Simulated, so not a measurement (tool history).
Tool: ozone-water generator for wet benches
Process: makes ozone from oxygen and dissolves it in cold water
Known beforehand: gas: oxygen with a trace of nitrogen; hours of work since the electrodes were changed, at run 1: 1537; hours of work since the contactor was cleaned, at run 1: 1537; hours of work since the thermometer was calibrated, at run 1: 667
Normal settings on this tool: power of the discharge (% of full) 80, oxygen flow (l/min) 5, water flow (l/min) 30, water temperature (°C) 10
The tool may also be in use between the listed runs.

run     day  power of the discharge (% of full)  oxygen flow (l/min)  water flow (l/min)  water temperature (°C)  hours of work since the electrodes were changed  hours of work since the contactor was cleaned  hours of work since the thermometer was calibrated  dissolved ozone (ppm)  ozone in the gas ahead of the water (g/m3)
  1       0                                  80                    5                  30                      10                                             1537                                           1537                                                 667                   13.8                                       172.3
  2   4.112                                  80                    5                  30                      10                                             1627                                           1627                                                 758                   13.6                                       171.2
  3   7.012                                  80                    5                  30                      10                                             1691                                           1691                                                 822                   13.5                                       173.3
  4  10.642                                  80                 8.09                  30                      10                                             1771                                           1771                                                 901                     14                                       129.2
  5  13.904                                  80                 8.09                  30                      10                                             1843                                           1843                                                 973                   13.9                                       128.4
  6  16.275                                  80                 8.09                  30                      10                                             1895                                           1895                                                1025                   14.1                                         128
  7  18.817                                  80                    5                  30                      10                                             1951                                           1951                                                1081                   13.4                                       170.1
  8  22.958                                  80                    5                  30                      10                                             2042                                           2042                                                1173                   13.4                                         169
  9  26.875                                  80                    5                  30                      10                                             2128                                           2128                                                1259                   13.5                                       168.4
 10  30.367                                  80                    5                  30                      10                                             2205                                           2205                                                1336                   13.4                                       169.2
 11  33.912                                  80                    5                  30                      10                                             2283                                           2283                                                1414                   13.2                                       168.9
 12   36.95                                  80                 4.71                  30                      10                                             2350                                           2350                                                1480                   13.2                                       173.3
 13  38.988                                  80                 4.71                  30                      10                                             2395                                           2395                                                1525                   13.3                                         174
 14  42.512                                  80                 4.71                  30                      10                                             2472                                           2472                                                1603                   13.3                                         173
 15  46.117                                  80                 4.71                  30                      10                                             2552                                           2552                                                1682                   13.3                                       175.1
 16  48.517                                  80                 4.71                  30                      10                                             2604                                           2604                                                1735                   13.3                                       172.4
 17  51.012                                  80                 4.71                  30                      10                                             2659                                           2659                                                1790                   13.2                                       170.7
 18  53.338                                  80                 6.46                  30                      10                                             2710                                           2710                                                1841                   13.5                                         143

What does the tool deliver on the next run?
 19  56.921                                  80                 6.46                  30                      10                                             2789                                           2789                                                1920                      ?                                           ?

{"run 19": {"dissolved ozone (ppm)": 13.5, "ozone in the gas ahead of the water (g/m3)": 141.2}}
Minus the tool's unlogged condition, the same run would have read dissolved ozone (ppm) 15.2, ozone in the gas ahead of the water (g/m3) 155.1.

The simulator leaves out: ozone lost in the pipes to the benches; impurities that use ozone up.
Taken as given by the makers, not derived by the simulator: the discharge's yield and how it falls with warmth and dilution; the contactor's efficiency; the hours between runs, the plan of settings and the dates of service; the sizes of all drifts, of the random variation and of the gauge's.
